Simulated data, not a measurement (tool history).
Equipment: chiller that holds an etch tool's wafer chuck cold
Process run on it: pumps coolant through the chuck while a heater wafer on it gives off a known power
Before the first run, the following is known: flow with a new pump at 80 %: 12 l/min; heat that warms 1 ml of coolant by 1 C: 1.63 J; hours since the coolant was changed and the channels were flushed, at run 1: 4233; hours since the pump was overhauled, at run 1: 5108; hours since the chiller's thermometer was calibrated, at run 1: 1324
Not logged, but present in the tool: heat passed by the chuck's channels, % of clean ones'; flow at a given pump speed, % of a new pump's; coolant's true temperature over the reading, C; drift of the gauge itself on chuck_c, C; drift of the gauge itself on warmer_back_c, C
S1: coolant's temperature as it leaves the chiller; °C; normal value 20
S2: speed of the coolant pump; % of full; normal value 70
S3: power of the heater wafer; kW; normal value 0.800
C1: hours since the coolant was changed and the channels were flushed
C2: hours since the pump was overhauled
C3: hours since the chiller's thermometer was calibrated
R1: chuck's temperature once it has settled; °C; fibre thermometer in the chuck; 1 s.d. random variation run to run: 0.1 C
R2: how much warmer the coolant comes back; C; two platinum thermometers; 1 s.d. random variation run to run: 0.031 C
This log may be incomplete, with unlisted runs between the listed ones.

run,day,S1,S2,S3,C1,C2,C3,R1,R2
1,0.000,20,70,0.800,4233,5108,1324,30.5,2.95
2,5.838,19,70,0.800,4373,5248,1464,29.7,3.00
3,8.912,19,70,0.800,4447,5322,1538,29.6,2.95
4,14.425,20,70,0.540,4579,5454,1670,27.1,1.93
5,19.446,20,70,0.540,4700,5575,1791,27.0,2.04
6,24.371,14,70,0.540,4818,5693,1909,21.1,2.04
7,29.783,20,92,0.800,4948,5823,2039,28.7,2.27
# day 32.196: coolant changed, channels flushed
8,35.729,20,92,0.800,85,5959,2176,27.5,2.31
9,39.412,20,92,0.800,173,6048,2264,27.5,2.26
# day 39.921: chiller's thermometer calibrated
10,43.371,20,92,0.800,267,6142,83,27.2,2.26
11,46.838,20,70,0.800,350,6225,166,29.3,3.01
12,50.812,20,70,0.800,446,6321,261,29.3,2.98
13,56.400,20,70,0.800,580,6455,395,29.3,3.02
14,61.462,20,70,0.800,701,6576,517,29.3,2.99
15,65.862,20,70,0.800,807,6682,623,29.1,2.99
# day 70.071: chiller's thermometer calibrated, once more
16,71.617,21,95,1.140,944,6819,37,32.0,3.16
17,75.742,21,82,0.606,1043,6918,136,27.6,1.97
18,79.150,30,95,0.606,1125,7000,218,35.8,1.71
19,81.900,28,68,1.086,1191,7066,284,41.7,4.26
20,87.304,12,60,0.699,1321,7195,414,21.9,3.11
21,92.317,12,60,0.699,1441,7316,534,21.8,3.02
22,96.871,13,74,0.699,1550,7425,643,21.4,2.50
23,99.562,13,74,0.699,1615,7489,708,21.5,2.55

What will run 24 give?
24,103.971,13,74,0.699,1721,7595,814,?,?

{"run 24": {"R1": 21.3, "R2": 2.49}}
Were there no unlogged condition in the tool, this run, its random variation unchanged, would have produced R1 20.6 °C, R2 2.29 C.
